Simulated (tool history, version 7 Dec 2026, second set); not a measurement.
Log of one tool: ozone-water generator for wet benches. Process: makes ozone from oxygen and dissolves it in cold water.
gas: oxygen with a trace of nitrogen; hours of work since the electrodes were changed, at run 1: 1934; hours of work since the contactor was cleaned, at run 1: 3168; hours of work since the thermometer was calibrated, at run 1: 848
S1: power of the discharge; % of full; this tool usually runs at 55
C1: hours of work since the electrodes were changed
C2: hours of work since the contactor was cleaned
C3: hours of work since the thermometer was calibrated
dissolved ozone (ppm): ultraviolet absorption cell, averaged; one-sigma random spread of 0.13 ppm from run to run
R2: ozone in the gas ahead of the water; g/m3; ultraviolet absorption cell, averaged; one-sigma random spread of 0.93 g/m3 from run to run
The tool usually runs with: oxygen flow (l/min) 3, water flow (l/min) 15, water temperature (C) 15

run 1 hour=0 | S1=55 oxygen_flow_(l/min)=3 water_flow_(l/min)=15 water_temperature_(C)=15 | C1=1934 C2=3168 C3=848 | dissolved_ozone_(ppm)=13.9 R2=152.4
run 2 hour=53 | S1=55 oxygen_flow_(l/min)=3 water_flow_(l/min)=15 water_temperature_(C)=15 | C1=1978 C2=3212 C3=892 | dissolved_ozone_(ppm)=13.9 R2=151.5
run 3 hour=105.1 | S1=55 oxygen_flow_(l/min)=3 water_flow_(l/min)=15 water_temperature_(C)=15 | C1=2021 C2=3255 C3=935 | dissolved_ozone_(ppm)=13.7 R2=153.4
run 4 hour=212.8 | S1=55 oxygen_flow_(l/min)=3 water_flow_(l/min)=18 water_temperature_(C)=15 | C1=2111 C2=3345 C3=1025 | dissolved_ozone_(ppm)=11.5 R2=150.8
run 5 hour=292.1 | S1=55 oxygen_flow_(l/min)=3 water_flow_(l/min)=18 water_temperature_(C)=15 | C1=2176 C2=3410 C3=1090 | dissolved_ozone_(ppm)=11.4 R2=154
run 6 hour=357.6 | S1=55 oxygen_flow_(l/min)=3 water_flow_(l/min)=15 water_temperature_(C)=15 | C1=2231 C2=3465 C3=1145 | dissolved_ozone_(ppm)=13.4 R2=152.5
run 7 hour=414.4 | S1=55 oxygen_flow_(l/min)=3.38 water_flow_(l/min)=15 water_temperature_(C)=15 | C1=2278 C2=3512 C3=1192 | dissolved_ozone_(ppm)=14 R2=144.7
run 8 hour=471.3 | S1=55 oxygen_flow_(l/min)=3 water_flow_(l/min)=15 water_temperature_(C)=15 | C1=2325 C2=3559 C3=1239 | dissolved_ozone_(ppm)=13.7 R2=150.9
run 9 hour=556.5 | S1=55 oxygen_flow_(l/min)=3 water_flow_(l/min)=15 water_temperature_(C)=15 | C1=2395 C2=3630 C3=1309 | dissolved_ozone_(ppm)=13.8 R2=151
run 10 hour=606.1 | S1=55 oxygen_flow_(l/min)=3 water_flow_(l/min)=15 water_temperature_(C)=15 | C1=2436 C2=3671 C3=1350 | dissolved_ozone_(ppm)=13.5 R2=152.9
run 11 hour=700 | S1=69 oxygen_flow_(l/min)=3 water_flow_(l/min)=17 water_temperature_(C)=15 | C1=2514 C2=3748 C3=1428 | dissolved_ozone_(ppm)=14.3 R2=182.8
run 12 hour=761.5 | S1=69 oxygen_flow_(l/min)=3 water_flow_(l/min)=17 water_temperature_(C)=15 | C1=2565 C2=3799 C3=1479 | dissolved_ozone_(ppm)=14.4 R2=180.9
run 13 hour=819.3 | S1=66 oxygen_flow_(l/min)=4.91 water_flow_(l/min)=23 water_temperature_(C)=15 | C1=2613 C2=3847 C3=1527 | dissolved_ozone_(ppm)=11.5 R2=144.7
run 14 hour=915.8 | S1=66 oxygen_flow_(l/min)=4.91 water_flow_(l/min)=23 water_temperature_(C)=15 | C1=2693 C2=3927 C3=1607 | dissolved_ozone_(ppm)=11.6 R2=143.3
run 15 hour=974.4 | S1=59 oxygen_flow_(l/min)=3 water_flow_(l/min)=10 water_temperature_(C)=15 | C1=2742 C2=3976 C3=1656 | dissolved_ozone_(ppm)=20.4 R2=161.7
run 16 hour=1023.5 | S1=61 oxygen_flow_(l/min)=4.18 water_flow_(l/min)=10 water_temperature_(C)=15 | C1=2782 C2=4017 C3=1696 | dissolved_ozone_(ppm)=21.9 R2=144.8
run 17 hour=1079.5 | S1=61 oxygen_flow_(l/min)=4.18 water_flow_(l/min)=10 water_temperature_(C)=15 | C1=2829 C2=4063 C3=1743 | dissolved_ozone_(ppm)=21.8 R2=142.7
run 18 hour=1172.5 | S1=86 oxygen_flow_(l/min)=3 water_flow_(l/min)=15 water_temperature_(C)=15 | C1=2906 C2=4140 C3=1820 | dissolved_ozone_(ppm)=19.7 R2=217.2

Consider 4 possible next runs. They are alternatives, not a sequence: every one starts from the tool as it was left by run 18. What does each give?
run A hour=1270.1 | S1=86 oxygen_flow_(l/min)=5.22 water_flow_(l/min)=23 water_temperature_(C)=15 | C1=2987 C2=4221 C3=1901 | dissolved_ozone_(ppm)=? R2=?
run B hour=1270.1 | S1=55 oxygen_flow_(l/min)=3 water_flow_(l/min)=15 water_temperature_(C)=12 | C1=2987 C2=4221 C3=1901 | dissolved_ozone_(ppm)=? R2=?
run C hour=1270.1 | S1=86 oxygen_flow_(l/min)=3 water_flow_(l/min)=15 water_temperature_(C)=21 | C1=2987 C2=4221 C3=1901 | dissolved_ozone_(ppm)=? R2=?
run D hour=1270.1 | S1=93 oxygen_flow_(l/min)=3 water_flow_(l/min)=15 water_temperature_(C)=15 | C1=2987 C2=4221 C3=1901 | dissolved_ozone_(ppm)=? R2=?

run=A dissolved_ozone_(ppm)=14.5 R2=173.8
run=B dissolved_ozone_(ppm)=13.7 R2=149.5
run=C dissolved_ozone_(ppm)=18.1 R2=218.1
run=D dissolved_ozone_(ppm)=20.9 R2=232.5
The same runs, with their run-to-run variation unchanged, on a tool lacking any hidden condition would have given:
run=A dissolved_ozone_(ppm)=16.3 R2=185.2
run=B dissolved_ozone_(ppm)=15 R2=156.1
run=C dissolved_ozone_(ppm)=20.3 R2=232.6
run=D dissolved_ozone_(ppm)=23.4 R2=248.7

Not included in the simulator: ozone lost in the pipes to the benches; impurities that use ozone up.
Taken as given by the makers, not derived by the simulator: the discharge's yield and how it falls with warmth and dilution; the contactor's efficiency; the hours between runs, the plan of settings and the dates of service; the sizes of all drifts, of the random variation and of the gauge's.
